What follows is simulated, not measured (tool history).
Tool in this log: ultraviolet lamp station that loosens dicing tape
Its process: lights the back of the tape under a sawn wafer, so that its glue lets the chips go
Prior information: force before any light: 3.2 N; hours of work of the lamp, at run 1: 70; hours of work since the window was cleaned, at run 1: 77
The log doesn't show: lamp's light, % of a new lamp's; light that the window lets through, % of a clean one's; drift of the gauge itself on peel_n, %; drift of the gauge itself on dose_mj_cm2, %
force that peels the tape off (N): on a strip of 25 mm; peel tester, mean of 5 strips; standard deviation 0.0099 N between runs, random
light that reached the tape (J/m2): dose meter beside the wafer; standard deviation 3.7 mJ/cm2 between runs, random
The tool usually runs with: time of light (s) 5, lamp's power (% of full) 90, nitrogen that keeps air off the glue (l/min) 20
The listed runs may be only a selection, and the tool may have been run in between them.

run   hour  time of light (s)  lamp's power (% of full)  nitrogen that keeps air off the glue (l/min)  hours of work of the lamp  hours of work since the window was cleaned  force that peels the tape off (N)  light that reached the tape (J/m2)
  1      0                  5                        90                                            20                         70                                          77                              0.445                                6020
  2   20.3                  5                        90                                            20                         79                                          86                              0.463                                5960
  3   46.8                  5                        90                                            20                         91                                          98                               0.45                                5950
  4   64.6                  5                        90                                             8                         99                                         106                               0.74                                5950
  5   79.7                  5                        82                                            20                        105                                         112                              0.527                                5430
  6   98.8                  5                        90                                            20                        114                                         121                               0.45                                5980
  7  112.8                  5                        90                                            20                        120                                         127                              0.465                                5950
  8  131.2                  5                        90                                            20                        128                                         135                              0.459                                5900
  9  147.2                  5                        90                                            20                        135                                         142                              0.465                                5860
 10  175.8                  5                        90                                            20                        148                                         154                              0.457                                5840
 11  193.6                  5                        90                                            26                        156                                         162                              0.408                                5850
 12  224.5                  5                        90                                            20                        169                                         176                              0.476                                5810
 13  242.6                  5                        90                                            20                        177                                         184                              0.489                                5720
 14  261.3                  5                        90                                            20                        185                                         192                              0.477                                5780
 15  286.4                  5                        90                                            20                        196                                         203                              0.453                                5760
 16  305.3                  5                        90                                            20                        205                                         211                              0.475                                5730
 17  337.4                  5                        90                                            20                        219                                         226                               0.48                                5670
 18  351.4                  5                        90                                            20                        225                                         232                              0.476                                5690
 19  377.3                  5                        67                                            20                        236                                         243                                0.7                                4260
 20  393.1                  5                        67                                            20                        243                                         250                              0.706                                4220
 21  421.4                  5                        67                                            20                        256                                         263                              0.711                                4200
 22    442                  5                        67                                            31                        265                                         272                              0.568                                4150
 23  469.5                  3                        71                                            12                        277                                         284                              1.427                                2670
 24  500.3                  3                        94                                            15                        291                                         297                              1.002                                3480
 25  522.7                  7                        94                                            15                        300                                         307                              0.383                                8060
 26  542.8                  4                        84                                            26                        309                                         316                              0.631                                4180
 27  557.1                  4                        84                                            26                        316                                         322                              0.641                                4120
 28  576.9                  5                        90                                            22                        324                                         331                              0.469                                5450
 29  596.7                  5                        93                                             7                        333                                         340                              0.865                                5630
 30  622.6                  5                        93                                             7                        344                                         351                              0.858                                5600
 31  650.3                  9                        75                                             8                        357                                         363                               0.52                                8120
 32  665.1                  9                        75                                             8                        363                                         370                              0.507                                8110
 33  678.8                  3                        63                                             6                        369                                         376                              1.845                                2260
 34  695.7                  3                        92                                            16                        377                                         383                              1.014                                3280
 35    720                  2                        90                                            20                        387                                         394                              1.381                                2110
 36  742.4                  2                        90                                            20                        397                                         404                              1.378                                2160
 37    768                  2                        86                                            11                        408                                         415                              1.727                                2010
 38  794.1                  2                        86                                            11                        420                                         427                               1.65                                2050
 39  813.8                  6                        86                                            14                        429                                         435                              0.528                                6020
 40  841.9                  2                        86                                            14                        441                                         448                              1.607                                2000
 41  855.4                  3                        99                                            16                        447                                         454                              0.985                                3450
 42  881.6                  3                        99                                            16                        458                                         465                              0.961                                3480
 43  911.4                  3                        99                                            16                        471                                         478                              0.963                                3430
 44  926.1                  2                        99                                            27                        478                                         485                               1.16                                2310

Subtracting, for every run, the result it would have given without the tool's unlogged condition from the measured result gives the following. The same run-to-run variation enters both numbers; the gauge's scatter may not:
run  force that peels the tape off (N)  light that reached the tape (J/m2)
  1                             +0.022                                -240
  2                             +0.024                                -260
  3                             +0.025                                -280
  4                             +0.042                                -290
  5                             +0.033                                -280
  6                              +0.03                                -320
  7                             +0.032                                -340
  8                             +0.034                                -350
  9                             +0.035                                -370
 10                             +0.036                                -390
 11                             +0.033                                -410
 12                             +0.043                                -440
 13                             +0.044                                -450
 14                             +0.046                                -470
 15                             +0.046                                -500
 16                             +0.049                                -510
 17                             +0.052                                -540
 18                             +0.054                                -550
 19                              +0.08                                -440
 20                             +0.083                                -440
 21                             +0.088                                -460
 22                             +0.075                                -470
 23                             +0.123                                -320
 24                             +0.119                                -430
 25                             +0.045                               -1030
 26                             +0.093                                -540
 27                             +0.096                                -540
 28                             +0.071                                -750
 29                             +0.124                                -800
 30                             +0.127                                -820
 31                             +0.085                               -1240
 32                             +0.085                               -1250
 33                             +0.144                                -360
 34                             +0.149                                -530
 35                             +0.163                                -350
 36                             +0.167                                -360
 37                             +0.168                                -360
 38                             +0.164                                -350
 39                             +0.102                               -1090
 40                             +0.181                                -380
 41                             +0.173                                -650
 42                             +0.174                                -680
 43                             +0.177                                -700
 44                             +0.188                                -470
